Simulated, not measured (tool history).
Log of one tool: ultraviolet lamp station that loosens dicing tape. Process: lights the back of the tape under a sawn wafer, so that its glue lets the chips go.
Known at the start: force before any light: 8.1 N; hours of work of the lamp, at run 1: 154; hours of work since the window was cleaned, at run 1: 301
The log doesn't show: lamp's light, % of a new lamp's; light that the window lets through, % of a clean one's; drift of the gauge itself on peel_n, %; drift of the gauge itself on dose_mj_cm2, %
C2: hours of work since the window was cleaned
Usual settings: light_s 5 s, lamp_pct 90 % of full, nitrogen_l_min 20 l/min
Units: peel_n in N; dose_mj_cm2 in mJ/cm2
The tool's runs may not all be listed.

{"run": 1, "hour": 0.0, "light_s": 5, "lamp_pct": 90, "nitrogen_l_min": 20, "hours of work of the lamp": 154, "C2": 301, "peel_n": 0.801, "dose_mj_cm2": 247}
{"run": 2, "hour": 17.0, "light_s": 5, "lamp_pct": 90, "nitrogen_l_min": 20, "hours of work of the lamp": 166, "C2": 313, "peel_n": 0.829, "dose_mj_cm2": 250}
{"hour": 34.1, "done": "window cleaned of glue's vapour"}
{"run": 3, "hour": 45.6, "light_s": 5, "lamp_pct": 90, "nitrogen_l_min": 20, "hours of work of the lamp": 187, "C2": 8, "peel_n": 0.824, "dose_mj_cm2": 243}
{"run": 4, "hour": 72.0, "light_s": 5, "lamp_pct": 90, "nitrogen_l_min": 20, "hours of work of the lamp": 207, "C2": 28, "peel_n": 0.826, "dose_mj_cm2": 236}
{"run": 5, "hour": 102.8, "light_s": 5, "lamp_pct": 90, "nitrogen_l_min": 20, "hours of work of the lamp": 229, "C2": 51, "peel_n": 0.88, "dose_mj_cm2": 239}
{"run": 6, "hour": 133.1, "light_s": 5, "lamp_pct": 90, "nitrogen_l_min": 20, "hours of work of the lamp": 252, "C2": 73, "peel_n": 0.883, "dose_mj_cm2": 235}
{"run": 7, "hour": 160.0, "light_s": 5, "lamp_pct": 70, "nitrogen_l_min": 20, "hours of work of the lamp": 272, "C2": 93, "peel_n": 1.402, "dose_mj_cm2": 182}
{"run": 8, "hour": 190.1, "light_s": 7, "lamp_pct": 74, "nitrogen_l_min": 20, "hours of work of the lamp": 294, "C2": 115, "peel_n": 0.684, "dose_mj_cm2": 266}
{"hour": 194.3, "done": "window cleaned of glue's vapour, once more"}
{"run": 9, "hour": 209.7, "light_s": 7, "lamp_pct": 74, "nitrogen_l_min": 20, "hours of work of the lamp": 308, "C2": 11, "peel_n": 0.608, "dose_mj_cm2": 289}
{"run": 10, "hour": 235.1, "light_s": 7, "lamp_pct": 74, "nitrogen_l_min": 20, "hours of work of the lamp": 327, "C2": 30, "peel_n": 0.61, "dose_mj_cm2": 279}
{"run": 11, "hour": 259.7, "light_s": 3, "lamp_pct": 90, "nitrogen_l_min": 26, "hours of work of the lamp": 345, "C2": 48, "peel_n": 1.831, "dose_mj_cm2": 148}
{"run": 12, "hour": 284.6, "light_s": 7, "lamp_pct": 97, "nitrogen_l_min": 11, "hours of work of the lamp": 363, "C2": 67, "peel_n": 0.462, "dose_mj_cm2": 362}
{"run": 13, "hour": 309.0, "light_s": 7, "lamp_pct": 74, "nitrogen_l_min": 17, "hours of work of the lamp": 381, "C2": 85, "peel_n": 0.691, "dose_mj_cm2": 278}
{"run": 14, "hour": 327.3, "light_s": 5, "lamp_pct": 91, "nitrogen_l_min": 20, "hours of work of the lamp": 395, "C2": 98, "peel_n": 0.858, "dose_mj_cm2": 242}

Some steps in peel_n between neighbouring runs. How much of each would the tool show without its hidden state too (settings, what came in, random variation), and how much is left for the hidden state, with any gauge scatter that isn't in both results?
Run 11 -> 12: light_s 3 -> 7, lamp_pct 90 -> 97, nitrogen_l_min 26 -> 11. peel_n -1.369 N: hidden state -0.17, all else -1.199.
